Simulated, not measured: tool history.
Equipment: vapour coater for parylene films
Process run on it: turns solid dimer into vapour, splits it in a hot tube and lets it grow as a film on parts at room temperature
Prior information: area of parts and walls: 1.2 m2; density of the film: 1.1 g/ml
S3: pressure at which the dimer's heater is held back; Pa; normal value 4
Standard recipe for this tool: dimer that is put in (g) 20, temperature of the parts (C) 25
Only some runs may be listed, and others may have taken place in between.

Run 1, hour 0: usual settings. Result: thickness of the film (µm) 11.02.
Run 2, hour 43.1: usual settings. Result: thickness of the film (µm) 10.96.
Run 3, hour 108: usual settings. Result: thickness of the film (µm) 10.89.
Run 4, hour 171.3: usual settings. Result: thickness of the film (µm) 10.79.
Run 5, hour 203.9: usual settings. Result: thickness of the film (µm) 10.71.
Run 6, hour 233.1: usual settings but temperature of the parts (C) 27. Result: thickness of the film (µm) 10.02.
Run 7, hour 286.3: usual settings but temperature of the parts (C) 27. Result: thickness of the film (µm) 9.95.
Run 8, hour 334.6: usual settings but dimer that is put in (g) 16. Result: thickness of the film (µm) 8.46.
At hour 400.9: trap's valve overhauled.
Run 9, hour 402.4: usual settings but dimer that is put in (g) 16. Result: thickness of the film (µm) 8.86.
Run 10, hour 439.7: usual settings but dimer that is put in (g) 16. Result: thickness of the film (µm) 8.85.
Run 11, hour 482.8: usual settings but temperature of the parts (C) 26, S3 8.11 Pa. Result: thickness of the film (µm) 9.45.
Run 12, hour 546: usual settings but temperature of the parts (C) 24, S3 2.33 Pa. Result: thickness of the film (µm) 12.24.
Run 13, hour 590.7: usual settings but dimer that is put in (g) 9, temperature of the parts (C) 24, S3 2.46 Pa. Result: thickness of the film (µm) 5.44.
Run 14, hour 648.2: usual settings but dimer that is put in (g) 10, temperature of the parts (C) 19, S3 8.57 Pa. Result: thickness of the film (µm) 5.87.
Run 15, hour 676.7: usual settings but dimer that is put in (g) 15, temperature of the parts (C) 24, S3 8.05 Pa. Result: thickness of the film (µm) 7.42.
Run 16, hour 723.2: usual settings but dimer that is put in (g) 28, temperature of the parts (C) 21, S3 7.43 Pa. Result: thickness of the film (µm) 15.56.

Consider 4 possible next runs. They are alternatives, not a sequence: every one starts from the tool as it was left by run 16. What does each give?
Run A, hour 752.9: usual settings but dimer that is put in (g) 25, temperature of the parts (C) 28, S3 6.02 Pa. Result: thickness of the film (µm) ?.
Run B, hour 752.9: usual settings but dimer that is put in (g) 28, temperature of the parts (C) 21, S3 2.97 Pa. Result: thickness of the film (µm) ?.
Run C, hour 752.9: usual settings but S3 3.67 Pa. Result: thickness of the film (µm) ?.
Run D, hour 752.9: usual settings but dimer that is put in (g) 12, temperature of the parts (C) 35, S3 8.24 Pa. Result: thickness of the film (µm) ?.

run  thickness of the film (µm)
  A                       11.24
  B                       17.98
  C                       10.76
  D                        4.07
The same runs, with their run-to-run variation unchanged, on a tool lacking any hidden condition would have given:
run  thickness of the film (µm)
  A                       11.54
  B                       18.46
  C                       11.05
  D                        4.18
